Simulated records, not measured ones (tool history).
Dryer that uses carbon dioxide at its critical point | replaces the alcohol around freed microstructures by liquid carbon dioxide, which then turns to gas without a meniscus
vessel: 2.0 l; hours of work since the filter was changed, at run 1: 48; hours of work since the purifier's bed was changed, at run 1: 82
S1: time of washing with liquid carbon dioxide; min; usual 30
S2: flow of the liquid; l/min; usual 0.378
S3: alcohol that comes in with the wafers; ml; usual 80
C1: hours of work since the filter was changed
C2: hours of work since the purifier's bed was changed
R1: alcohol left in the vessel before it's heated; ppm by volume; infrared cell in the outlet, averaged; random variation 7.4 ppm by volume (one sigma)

| run | hour | S1 | S2 | S3 | C1 | C2 | R1 |
|---|---|---|---|---|---|---|---|
| 1 | 0 | 30 | 0.378 | 80 | 48 | 82 | 425 |
| 2 | 8.6 | 30 | 0.378 | 77 | 51 | 85 | 410 |
| 3 | 16.2 | 30 | 0.391 | 80 | 54 | 89 | 355 |
| 4 | 22.6 | 26 | 0.378 | 80 | 57 | 91 | 794 |
| 5 | 30.8 | 26 | 0.378 | 80 | 60 | 94 | 770 |
| 6 | 35.3 | 26 | 0.378 | 80 | 62 | 96 | 794 |
| 7 | 39.8 | 30 | 0.495 | 80 | 63 | 98 | 113 |
| 8 | 43.7 | 40 | 0.495 | 80 | 65 | 99 | 23 |
| 9 | 49.4 | 40 | 0.495 | 80 | 67 | 102 | 32 |
| 10 | 57.6 | 40 | 0.495 | 80 | 71 | 105 | 21 |
| 11 | 64.2 | 48 | 0.495 | 80 | 73 | 108 | 17 |
| 12 | 68.8 | 19 | 0.495 | 80 | 75 | 109 | 869 |
| 13 | 73.8 | 19 | 0.495 | 80 | 77 | 111 | 877 |
| 14 | 78.6 | 30 | 0.424 | 80 | 79 | 113 | 260 |
| 15 | 85.3 | 20 | 0.378 | 80 | 82 | 116 | 2015 |
| 16 | 89.4 | 20 | 0.378 | 80 | 83 | 118 | 1996 |
| 17 | 93.8 | 20 | 0.378 | 80 | 85 | 119 | 2008 |
| 18 | 98 | 20 | 0.378 | 80 | 87 | 121 | 1981 |
| 19 | 101.9 | 20 | 0.378 | 80 | 88 | 123 | 2026 |
| 20 | 107.4 | 20 | 0.378 | 80 | 90 | 125 | 2040 |
| 21 | 114.5 | 30 | 0.411 | 80 | 93 | 128 | 316 |
| 22 | 123.9 | 30 | 0.378 | 94 | 97 | 131 | 550 |
| 23 | 132.4 | 30 | 0.378 | 94 | 100 | 135 | 562 |
| 24 | 138.6 | 30 | 0.378 | 94 | 103 | 137 | 566 |
| 25 | 144.7 | 30 | 0.378 | 94 | 105 | 140 | 579 |
| 26 | 151.4 | 29 | 0.378 | 32 | 108 | 142 | 225 |
| 27 | 156 | 22 | 0.6 | 25 | 110 | 144 | 83 |
| 28 | 160.9 | 43 | 0.378 | 80 | 112 | 146 | 92 |
| 29 | 168.9 | 22 | 0.378 | 44 | 115 | 149 | 880 |
| 30 | 177.4 | 39 | 0.378 | 30 | 118 | 153 | 70 |
| 31 | 183.7 | 26 | 0.378 | 36 | 121 | 155 | 407 |
| 32 | 188.9 | 26 | 0.256 | 34 | 123 | 157 | 1404 |
| 33 | 195.4 | 26 | 0.256 | 34 | 125 | 160 | 1414 |
| 34 | 200.6 | 26 | 0.256 | 34 | 127 | 162 | 1361 |
| 35 | 204.7 | 31 | 0.256 | 100 | 129 | 163 | 2590 |
| 36 | 210.2 | 45 | 0.561 | 120 | 131 | 166 | 24 |
| 37 | 217.8 | 26 | 0.378 | 108 | 134 | 169 | 1241 |
| 38 | 225.5 | 22 | 0.251 | 36 | 137 | 172 | 2306 |
| 39 | 230.3 | 38 | 0.229 | 45 | 139 | 174 | 897 |
| 40 | 237.6 | 38 | 0.229 | 45 | 142 | 177 | 911 |
| 41 | 244.1 | 38 | 0.229 | 45 | 145 | 179 | 927 |
| 42 | 252.2 | 38 | 0.229 | 45 | 148 | 182 | 938 |
| 43 | 256.7 | 38 | 0.229 | 45 | 150 | 184 | 909 |
| 44 | 262 | 38 | 0.229 | 45 | 152 | 186 | 938 |
| 45 | 268.2 | 34 | 0.325 | 98 | 154 | 189 | 757 |
| 46 | 277 | 36 | 0.295 | 37 | 158 | 192 | 378 |

Forecast each of these 4 alternatives for the next run:
| A | 283.2 | 29 | 0.39 | 42 | 160 | 195 | ? |
| B | 283.2 | 40 | 0.604 | 111 | 160 | 195 | ? |
| C | 283.2 | 36 | 0.477 | 37 | 160 | 195 | ? |
| D | 283.2 | 40 | 0.31 | 37 | 160 | 195 | ? |

| run | R1 |
|---|---|
| A | 313 |
| B | 31 |
| C | 43 |
| D | 205 |
Without the tool's hidden state the same runs would have given:
| run | R1 |
|---|---|
| A | 204 |
| B | 2 |
| C | 8 |
| D | 124 |
